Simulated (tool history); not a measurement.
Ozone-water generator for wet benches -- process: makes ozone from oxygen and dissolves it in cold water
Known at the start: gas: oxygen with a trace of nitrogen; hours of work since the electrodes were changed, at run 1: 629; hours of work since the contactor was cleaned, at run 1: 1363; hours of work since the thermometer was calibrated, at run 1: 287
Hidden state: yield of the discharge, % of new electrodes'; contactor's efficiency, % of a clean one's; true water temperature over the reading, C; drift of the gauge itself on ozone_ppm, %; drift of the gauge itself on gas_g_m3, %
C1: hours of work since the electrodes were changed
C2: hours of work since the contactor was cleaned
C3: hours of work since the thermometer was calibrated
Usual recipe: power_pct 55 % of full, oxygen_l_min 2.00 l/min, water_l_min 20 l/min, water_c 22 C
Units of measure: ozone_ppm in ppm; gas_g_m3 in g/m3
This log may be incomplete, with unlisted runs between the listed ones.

Run 1, hour 0.0: usual settings; C1 629; C2 1363; C3 287. Result: ozone_ppm 9.1 ppm, gas_g_m3 145.0 g/m3.
Run 2, hour 58.6: usual settings; C1 674; C2 1408; C3 331. Result: ozone_ppm 9.1 ppm, gas_g_m3 143.7 g/m3.
Run 3, hour 107.3: usual settings but water_c 18 C; C1 711; C2 1445; C3 368. Result: ozone_ppm 9.3 ppm, gas_g_m3 145.1 g/m3.
Run 4, hour 159.2: usual settings but water_c 18 C; C1 750; C2 1484; C3 408. Result: ozone_ppm 9.4 ppm, gas_g_m3 144.3 g/m3.
Run 5, hour 197.1: usual settings; C1 779; C2 1513; C3 437. Result: ozone_ppm 9.0 ppm, gas_g_m3 143.7 g/m3.
Run 6, hour 254.0: usual settings but water_l_min 18 l/min; C1 822; C2 1557; C3 480. Result: ozone_ppm 10.0 ppm, gas_g_m3 143.6 g/m3.
Run 7, hour 294.2: usual settings; C1 853; C2 1587; C3 511. Result: ozone_ppm 9.0 ppm, gas_g_m3 145.4 g/m3.
Run 8, hour 332.2: usual settings but power_pct 45 % of full; C1 882; C2 1616; C3 540. Result: ozone_ppm 8.0 ppm, gas_g_m3 123.9 g/m3.
Run 9, hour 382.5: usual settings but power_pct 45 % of full; C1 920; C2 1654; C3 578. Result: ozone_ppm 8.0 ppm, gas_g_m3 124.8 g/m3.
Run 10, hour 418.9: usual settings but power_pct 45 % of full; C1 948; C2 1682; C3 606. Result: ozone_ppm 7.8 ppm, gas_g_m3 123.1 g/m3.
Run 11, hour 470.9: usual settings but power_pct 45 % of full; C1 987; C2 1722; C3 645. Result: ozone_ppm 7.8 ppm, gas_g_m3 122.7 g/m3.
Run 12, hour 522.9: usual settings but power_pct 45 % of full; C1 1027; C2 1761; C3 685. Result: ozone_ppm 7.8 ppm, gas_g_m3 124.5 g/m3.
Run 13, hour 561.4: usual settings but power_pct 45 % of full; C1 1056; C2 1791; C3 714. Result: ozone_ppm 7.9 ppm, gas_g_m3 123.2 g/m3.
Run 14, hour 618.8: usual settings but power_pct 45 % of full; C1 1100; C2 1834; C3 758. Result: ozone_ppm 7.8 ppm, gas_g_m3 124.7 g/m3.
Run 15, hour 653.0: usual settings but oxygen_l_min 1.89 l/min; C1 1126; C2 1860; C3 784. Result: ozone_ppm 9.1 ppm, gas_g_m3 147.5 g/m3.
Run 16, hour 682.0: usual settings but oxygen_l_min 1.89 l/min; C1 1148; C2 1882; C3 806. Result: ozone_ppm 9.1 ppm, gas_g_m3 148.3 g/m3.
Run 17, hour 728.5: usual settings; C1 1184; C2 1918; C3 841. Result: ozone_ppm 9.1 ppm, gas_g_m3 143.9 g/m3.
Run 18, hour 753.9: usual settings but water_c 20 C; C1 1203; C2 1937; C3 861. Result: ozone_ppm 9.2 ppm, gas_g_m3 144.2 g/m3.
Run 19, hour 781.2: usual settings but water_l_min 12 l/min, water_c 17 C; C1 1224; C2 1958; C3 881. Result: ozone_ppm 14.8 ppm, gas_g_m3 141.5 g/m3.
Run 20, hour 826.6: usual settings but oxygen_l_min 2.65 l/min, water_l_min 12 l/min, water_c 16 C; C1 1258; C2 1992; C3 916. Result: ozone_ppm 15.0 ppm, gas_g_m3 119.2 g/m3.

What will run 21 give?
Run 21, hour 865.4: usual settings but oxygen_l_min 2.73 l/min, water_l_min 12 l/min, water_c 20 C; C1 1288; C2 2022; C3 945. Result: ozone_ppm ?, gas_g_m3 ?.

{"run 21": {"ozone_ppm": 14.4, "gas_g_m3": 117.1}}
Minus the tool's unlogged condition, the same run would have read ozone_ppm 14.7 ppm, gas_g_m3 119.7 g/m3.
